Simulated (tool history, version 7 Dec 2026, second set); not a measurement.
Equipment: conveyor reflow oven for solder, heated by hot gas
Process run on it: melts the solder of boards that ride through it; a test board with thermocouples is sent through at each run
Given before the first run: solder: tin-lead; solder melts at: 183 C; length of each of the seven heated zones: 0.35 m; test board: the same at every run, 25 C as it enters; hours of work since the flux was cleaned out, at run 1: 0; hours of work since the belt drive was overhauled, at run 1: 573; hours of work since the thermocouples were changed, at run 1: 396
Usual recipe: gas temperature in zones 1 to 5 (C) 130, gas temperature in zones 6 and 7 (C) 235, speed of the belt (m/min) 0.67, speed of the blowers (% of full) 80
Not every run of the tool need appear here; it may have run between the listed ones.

run,hour,gas temperature in zones 1 to 5 (C),gas temperature in zones 6 and 7 (C),speed of the belt (m/min),speed of the blowers (% of full),hours of work since the flux was cleaned out,hours of work since the belt drive was overhauled,hours of work since the thermocouples were changed,highest temperature of the board (C),time above the solder's melting point (s)
1,0,130,235,0.67,80,0,573,396,222.69,49.71
2,21,130,235,0.67,80,17,590,412,222.57,49.53
3,53.5,130,235,0.67,80,42,616,438,222.58,49.45
4,80.2,130,235,0.67,80,63,637,459,222.55,49.53
5,94.8,130,235,0.67,80,75,648,471,222.42,49.55
6,122.5,130,235,0.698,80,97,670,493,221.19,46.58
# hour 146.9: thermocouples of zones 6 and 7 changed
7,152.4,130,235,0.639,80,119,692,4,224.35,53.05
8,170.1,130,235,0.639,80,133,706,18,224.1,53.06
9,199.4,130,235,0.639,80,156,730,42,224.14,53.1
10,221.8,130,235,0.638,80,174,747,59,224.13,53.16
# hour 257.4: flux residue cleaned out of gas plates and filters
11,257.4,130,235,0.638,80,0,771,83,224.56,53.46
12,278,130,235,0.638,80,16,788,100,224.47,53.32
13,300.9,130,235,0.638,80,34,806,118,224.43,53.44
14,318.5,130,235,0.638,80,48,820,132,224.39,53.37
15,339.5,130,235,0.67,80,65,836,148,223.06,49.98
16,362.8,130,235,0.67,80,83,855,167,222.89,49.93
17,388.2,135,229,0.628,80,103,875,187,219.47,53.21
18,420.7,135,229,0.628,80,129,901,213,219.36,53.07
19,437.4,124,247,0.694,62,142,914,226,228.61,49.08
# hour 443.5: belt drive overhauled, speed set with a stopwatch
20,459.2,133,247,0.66,67,156,12,240,232.8,56.64
21,488,130,235,0.786,88,179,35,263,219.25,40.65
22,506,140,247,0.786,88,193,49,277,231.51,48.37
# hour 518.6: flux residue cleaned out of gas plates and filters
23,527.8,140,247,0.786,88,7,63,290,232.01,48.59
24,555.2,130,226,0.67,55,29,84,312,210.88,42.16
# hour 563.2: belt drive overhauled, speed set with a stopwatch, once more
25,587.8,130,226,0.543,55,51,19,334,215.72,56.04
26,609.4,118,238,0.613,61,69,37,351,222.99,50.39
27,625,118,238,0.714,61,81,49,364,217.4,39.33
28,655.8,118,238,0.714,61,105,73,388,217.29,39.48
29,685.9,118,238,0.714,61,129,97,412,217.35,39.43
30,713,118,238,0.739,80,151,118,433,219.78,39.86

3 options for the next run, each taken on its own from the tool as it stands now. Forecast them:
A,734.7,135,238,0.621,53,168,136,450,?,?
B,734.7,130,235,0.67,87,168,136,450,?,?
C,734.7,123,235,0.738,80,168,136,450,?,?

run,highest temperature of the board (C),time above the solder's melting point (s)
A,223.2,53.92
B,222.6,49.03
C,217.86,39.83
Stripped of hidden state, with their random variation kept, the same runs would have yielded:
run,highest temperature of the board (C),time above the solder's melting point (s)
A,223.82,54.28
B,223.34,49.46
C,218.69,40.37

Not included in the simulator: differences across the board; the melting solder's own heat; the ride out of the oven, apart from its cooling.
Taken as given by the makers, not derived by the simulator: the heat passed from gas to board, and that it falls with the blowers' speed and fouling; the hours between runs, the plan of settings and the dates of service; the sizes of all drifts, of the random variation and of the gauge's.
